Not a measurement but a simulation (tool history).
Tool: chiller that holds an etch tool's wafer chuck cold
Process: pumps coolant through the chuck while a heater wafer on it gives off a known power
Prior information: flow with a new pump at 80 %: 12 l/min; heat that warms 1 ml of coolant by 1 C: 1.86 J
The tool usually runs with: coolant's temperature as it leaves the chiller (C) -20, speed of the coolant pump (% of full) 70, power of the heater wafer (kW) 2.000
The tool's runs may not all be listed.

run    hour  coolant's temperature as it leaves the chiller (C)  speed of the coolant pump (% of full)  power of the heater wafer (kW)  chuck's temperature once it has settled (C)  how much warmer the coolant comes back (C)
  1     0.0                                                 -20                                     70                           2.000                                         -5.4                                        6.27
  2    31.1                                                 -20                                     70                           2.000                                         -5.4                                        6.17
  3    86.9                                                 -20                                     70                           2.000                                         -5.3                                        6.21
  4   137.8                                                 -20                                     70                           2.729                                         -0.1                                        8.54
  5   190.8                                                 -20                                     70                           2.729                                          0.0                                        8.46
  6   226.2                                                 -20                                     70                           2.729                                          0.1                                        8.46
  7   256.2                                                 -20                                     70                           2.729                                          0.1                                        8.50
  8   283.7                                                 -20                                     70                           2.729                                         -0.1                                        8.46
  9   314.1                                                 -20                                     70                           2.729                                         -0.1                                        8.44
 10   364.2                                                 -20                                     80                           2.000                                         -6.6                                        5.43
 11   410.8                                                 -30                                     70                           2.000                                        -15.5                                        6.17
 12   453.1                                                 -20                                     88                           2.000                                         -7.3                                        4.93
 13   482.5                                                 -20                                     70                           2.000                                         -5.4                                        6.26
 14   513.4                                                 -20                                     70                           2.000                                         -5.3                                        6.17
 15   536.5                                                 -20                                     70                           2.000                                         -5.4                                        6.21
 16   591.4                                                 -20                                     70                           2.000                                         -5.4                                        6.20
 17   626.3                                                 -13                                     61                           2.000                                          3.0                                        7.23
 18   680.4                                                 -27                                     69                           1.099                                        -18.8                                        3.53
 19   710.5                                                 -24                                     65                           1.132                                        -15.4                                        3.77
 20   765.9                                                 -16                                     60                           1.790                                         -1.5                                        6.59
 21   810.7                                                 -20                                     70                           1.385                                         -9.7                                        4.26
 22   849.1                                                 -20                                     98                           1.075                                        -13.8                                        2.32
 23   894.6                                                 -21                                     64                           1.075                                        -12.6                                        3.72
 24   917.5                                                 -17                                     64                           1.878                                         -2.3                                        6.40
 25   952.6                                                 -28                                     92                           2.000                                        -15.7                                        4.64
 26   985.5                                                 -28                                     92                           2.000                                        -15.7                                        4.62
 27  1011.3                                                 -26                                     78                           2.383                                         -9.9                                        6.55
 28  1047.3                                                 -11                                     95                           1.488                                         -2.1                                        3.32
 29  1100.6                                                 -29                                     70                           2.187                                        -13.0                                        6.74
 30  1140.6                                                 -15                                     89                           1.166                                         -7.7                                        2.77
 31  1185.6                                                 -29                                     93                           1.324                                        -20.9                                        3.01
     1219.8  -- chiller's thermometer calibrated
 32  1223.1                                                 -18                                     71                           1.820                                         -4.8                                        5.56

Forecast each of these 3 alternatives for the next run:
  A  1259.4                                                 -11                                     71                           1.820                                            ?                                           ?
  B  1259.4                                                 -25                                     74                           1.721                                            ?                                           ?
  C  1259.4                                                 -11                                     70                           2.000                                            ?                                           ?

run  chuck's temperature once it has settled (C)  how much warmer the coolant comes back (C)
  A                                          2.3                                        5.57
  B                                        -12.8                                        5.02
  C                                          3.6                                        6.15
What these runs would have given with no unlogged condition in the tool:
run  chuck's temperature once it has settled (C)  how much warmer the coolant comes back (C)
  A                                          2.2                                        5.56
  B                                        -12.9                                        5.02
  C                                          3.6                                        6.14
